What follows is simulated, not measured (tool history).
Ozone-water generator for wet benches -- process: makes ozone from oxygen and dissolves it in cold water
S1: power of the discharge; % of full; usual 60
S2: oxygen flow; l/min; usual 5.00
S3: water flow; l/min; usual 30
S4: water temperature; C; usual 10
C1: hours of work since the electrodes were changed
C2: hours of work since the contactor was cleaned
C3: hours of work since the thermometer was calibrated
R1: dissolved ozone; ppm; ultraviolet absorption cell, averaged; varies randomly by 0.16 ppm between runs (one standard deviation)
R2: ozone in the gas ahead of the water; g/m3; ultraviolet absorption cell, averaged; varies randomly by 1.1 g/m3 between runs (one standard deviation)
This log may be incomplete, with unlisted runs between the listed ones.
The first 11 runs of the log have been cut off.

run    hour  S1    S2  S3  S4    C1    C2    C3    R1     R2
 12  1185.7  73  5.00  30  10  2580  2450  2313  22.8  225.6
 13  1250.0  60  5.00  30  10  2634  2503  2367  20.6  199.7
 14  1359.6  60  5.00  30  10  2726  2595  2459  20.4  199.6
     1405.3  -- contactor cleaned
 15  1452.6  44  5.00  30  10  2800    40  2533  17.2  165.4
 16  1598.7  60  5.00  30  10  2922   162  2655  20.3  200.6
 17  1696.8  60  5.00  30  10  3004   244  2738  20.2  201.8
 18  1775.5  72  7.41  20  15  3070   310  2803  31.9  192.5
 19  1867.9  99  5.00  30  10  3148   387  2881  27.3  268.6
 20  2008.4  42  5.00  28   8  3265   505  2998  18.0  162.0
 21  2068.9  60  2.84  23  11  3316   555  3049  20.8  247.1
 22  2189.8  83  3.80  29  10  3417   656  3150  23.0  264.6
 23  2314.9  62  3.80  20   6  3522   761  3255  28.1  224.1
 24  2386.9  67  3.53  18   7  3582   822  3315  30.9  244.8
 25  2496.9  67  3.53  18   7  3674   914  3407  31.0  246.2
 26  2557.4  59  6.20  18   9  3725   964  3458  32.6  182.0
 27  2673.6  59  6.20  18   9  3822  1061  3555  32.4  183.2
 28  2766.4  60  5.00  30   7  3900  1139  3633  21.1  199.6
 29  2865.5  60  5.00  27   7  3982  1222  3716  22.9  200.1
 30  2969.9  80  4.34  33  15  4070  1309  3803  19.8  251.8
 31  3104.3  60  5.00  42  10  4182  1422  3916  14.4  199.3
 32  3245.2  54  7.81  42  14  4300  1540  4033  15.2  158.5
 33  3361.7  78  7.49  34  10  4398  1637  4131  23.6  200.6

Consider 4 possible next runs. They are alternatives, not a sequence: every one starts from the tool as it was left by run 33. What does each give?
  A  3467.3  78  2.70  34  10  4486  1726  4219   ?   ?
  B  3467.3  45  6.63  30  10  4486  1726  4219   ?   ?
  C  3467.3  78  6.06  33   7  4486  1726  4219   ?   ?
  D  3467.3  67  5.00  44  10  4486  1726  4219   ?   ?

run    R1     R2
  A  16.4  295.6
  B  18.6  149.1
  C  23.7  216.1
  D  14.9  213.0
With the hidden condition removed and each run's random variation left untouched, the same runs would have given:
run    R1     R2
  A  16.5  296.5
  B  18.6  149.4
  C  23.8  216.8
  D  14.9  213.6

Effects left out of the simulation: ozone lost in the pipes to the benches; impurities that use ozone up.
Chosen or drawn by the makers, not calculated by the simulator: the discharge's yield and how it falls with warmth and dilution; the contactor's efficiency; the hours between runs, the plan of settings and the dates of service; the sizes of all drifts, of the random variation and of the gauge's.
